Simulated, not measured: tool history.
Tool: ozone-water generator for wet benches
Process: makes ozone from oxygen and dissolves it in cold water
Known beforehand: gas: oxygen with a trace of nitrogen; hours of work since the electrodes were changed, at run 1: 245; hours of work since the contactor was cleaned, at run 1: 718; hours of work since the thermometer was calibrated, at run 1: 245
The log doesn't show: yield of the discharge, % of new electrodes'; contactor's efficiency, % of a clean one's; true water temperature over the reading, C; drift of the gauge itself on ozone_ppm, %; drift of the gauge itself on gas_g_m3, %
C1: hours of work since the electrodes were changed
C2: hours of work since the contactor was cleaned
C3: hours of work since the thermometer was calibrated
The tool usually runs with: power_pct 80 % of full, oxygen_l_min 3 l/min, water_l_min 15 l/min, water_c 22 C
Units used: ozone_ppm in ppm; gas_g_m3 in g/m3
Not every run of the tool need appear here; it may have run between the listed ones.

run 1 hour=0 | power_pct=80 oxygen_l_min=3 water_l_min=15 water_c=22 | C1=245 C2=718 C3=245 | ozone_ppm=17.9 gas_g_m3=271.1
run 2 hour=221 | power_pct=80 oxygen_l_min=3 water_l_min=15 water_c=22 | C1=413 C2=886 C3=413 | ozone_ppm=17.8 gas_g_m3=268.8
run 3 hour=379.7 | power_pct=80 oxygen_l_min=3 water_l_min=15 water_c=22 | C1=533 C2=1006 C3=533 | ozone_ppm=17.7 gas_g_m3=266.6
run 4 hour=607.5 | power_pct=80 oxygen_l_min=3 water_l_min=15 water_c=22 | C1=705 C2=1179 C3=705 | ozone_ppm=17.5 gas_g_m3=264.8
run 5 hour=719.9 | power_pct=80 oxygen_l_min=3 water_l_min=15 water_c=22 | C1=791 C2=1264 C3=791 | ozone_ppm=17.5 gas_g_m3=264.9
run 6 hour=864 | power_pct=80 oxygen_l_min=3.69 water_l_min=15 water_c=22 | C1=900 C2=1373 C3=900 | ozone_ppm=16.9 gas_g_m3=226.6
run 7 hour=1037.6 | power_pct=80 oxygen_l_min=3.69 water_l_min=15 water_c=22 | C1=1031 C2=1505 C3=1031 | ozone_ppm=16.5 gas_g_m3=224.4
run 8 hour=1232.8 | power_pct=80 oxygen_l_min=3 water_l_min=15 water_c=22 | C1=1179 C2=1653 C3=1179 | ozone_ppm=16.9 gas_g_m3=262.6
run 9 hour=1342.2 | power_pct=80 oxygen_l_min=2.63 water_l_min=15 water_c=22 | C1=1262 C2=1736 C3=1262 | ozone_ppm=16.9 gas_g_m3=283.2
run 10 hour=1537.1 | power_pct=80 oxygen_l_min=2.63 water_l_min=15 water_c=22 | C1=1410 C2=1883 C3=1410 | ozone_ppm=16.9 gas_g_m3=281.7
run 11 hour=1665.2 | power_pct=86 oxygen_l_min=3 water_l_min=15 water_c=22 | C1=1507 C2=1980 C3=1507 | ozone_ppm=17.5 gas_g_m3=270.5
run 12 hour=1867.9 | power_pct=86 oxygen_l_min=3 water_l_min=15 water_c=22 | C1=1661 C2=2134 C3=1661 | ozone_ppm=17 gas_g_m3=271.7
run 13 hour=1989.1 | power_pct=86 oxygen_l_min=1.51 water_l_min=15 water_c=22 | C1=1752 C2=2226 C3=1752 | ozone_ppm=17.4 gas_g_m3=429.3
run 14 hour=2142.7 | power_pct=86 oxygen_l_min=1.51 water_l_min=15 water_c=22 | C1=1869 C2=2342 C3=1869 | ozone_ppm=17.4 gas_g_m3=428.2
run 15 hour=2300.4 | power_pct=86 oxygen_l_min=1.51 water_l_min=15 water_c=22 | C1=1988 C2=2462 C3=1988 | ozone_ppm=17.4 gas_g_m3=423
run 16 hour=2463.2 | power_pct=86 oxygen_l_min=3 water_l_min=12 water_c=22 | C1=2112 C2=2585 C3=2112 | ozone_ppm=20.7 gas_g_m3=261.6
run 17 hour=2600.9 | power_pct=46 oxygen_l_min=4.82 water_l_min=15 water_c=14 | C1=2216 C2=2689 C3=2216 | ozone_ppm=10.9 gas_g_m3=119.2
-- hour=2615.5 contactor cleaned
run 18 hour=2735.6 | power_pct=80 oxygen_l_min=3 water_l_min=12 water_c=22 | C1=2315 C2=91 C3=2315 | ozone_ppm=18.9 gas_g_m3=248.5
run 19 hour=2861.6 | power_pct=56 oxygen_l_min=3 water_l_min=15 water_c=22 | C1=2411 C2=186 C3=2411 | ozone_ppm=11.7 gas_g_m3=189
run 20 hour=3029.5 | power_pct=42 oxygen_l_min=3 water_l_min=21 water_c=19 | C1=2538 C2=314 C3=2538 | ozone_ppm=6.8 gas_g_m3=152.4
-- hour=3098.6 contactor cleaned, once more
-- hour=3161.7 water thermometer calibrated
run 21 hour=3199.4 | power_pct=41 oxygen_l_min=2.78 water_l_min=23 water_c=19 | C1=2663 C2=76 C3=29 | ozone_ppm=6.6 gas_g_m3=158.3
run 22 hour=3337.9 | power_pct=41 oxygen_l_min=2.78 water_l_min=23 water_c=19 | C1=2768 C2=181 C3=133 | ozone_ppm=6.5 gas_g_m3=159
run 23 hour=3454.4 | power_pct=91 oxygen_l_min=2.54 water_l_min=17 water_c=19 | C1=2856 C2=269 C3=222 | ozone_ppm=16 gas_g_m3=296.2
run 24 hour=3646.5 | power_pct=50 oxygen_l_min=2.54 water_l_min=17 water_c=19 | C1=3002 C2=415 C3=367 | ozone_ppm=10.4 gas_g_m3=190.4
run 25 hour=3746.1 | power_pct=50 oxygen_l_min=2.54 water_l_min=15 water_c=19 | C1=3077 C2=490 C3=443 | ozone_ppm=11.9 gas_g_m3=192.6
run 26 hour=3887.4 | power_pct=49 oxygen_l_min=2.54 water_l_min=15 water_c=27 | C1=3184 C2=597 C3=550 | ozone_ppm=10.5 gas_g_m3=187.8
run 27 hour=4059.4 | power_pct=80 oxygen_l_min=1.55 water_l_min=15 water_c=25 | C1=3315 C2=728 C3=680 | ozone_ppm=15.2 gas_g_m3=370.2

Below are 3 alternative next runs, each starting from the tool's condition after run 27. Predict each:
run A hour=4291.6 | power_pct=80 oxygen_l_min=1.55 water_l_min=14 water_c=23 | C1=3491 C2=904 C3=856 | ozone_ppm=? gas_g_m3=?
run B hour=4291.6 | power_pct=80 oxygen_l_min=3.77 water_l_min=10 water_c=27 | C1=3491 C2=904 C3=856 | ozone_ppm=? gas_g_m3=?
run C hour=4291.6 | power_pct=64 oxygen_l_min=1.55 water_l_min=21 water_c=25 | C1=3491 C2=904 C3=856 | ozone_ppm=? gas_g_m3=?

run=A ozone_ppm=16.7 gas_g_m3=374.4
run=B ozone_ppm=19.3 gas_g_m3=199.2
run=C ozone_ppm=8.8 gas_g_m3=317.3
What these runs would have given with no unlogged condition in the tool:
run=A ozone_ppm=20.1 gas_g_m3=439.4
run=B ozone_ppm=23.1 gas_g_m3=233.9
run=C ozone_ppm=10.4 gas_g_m3=363.4
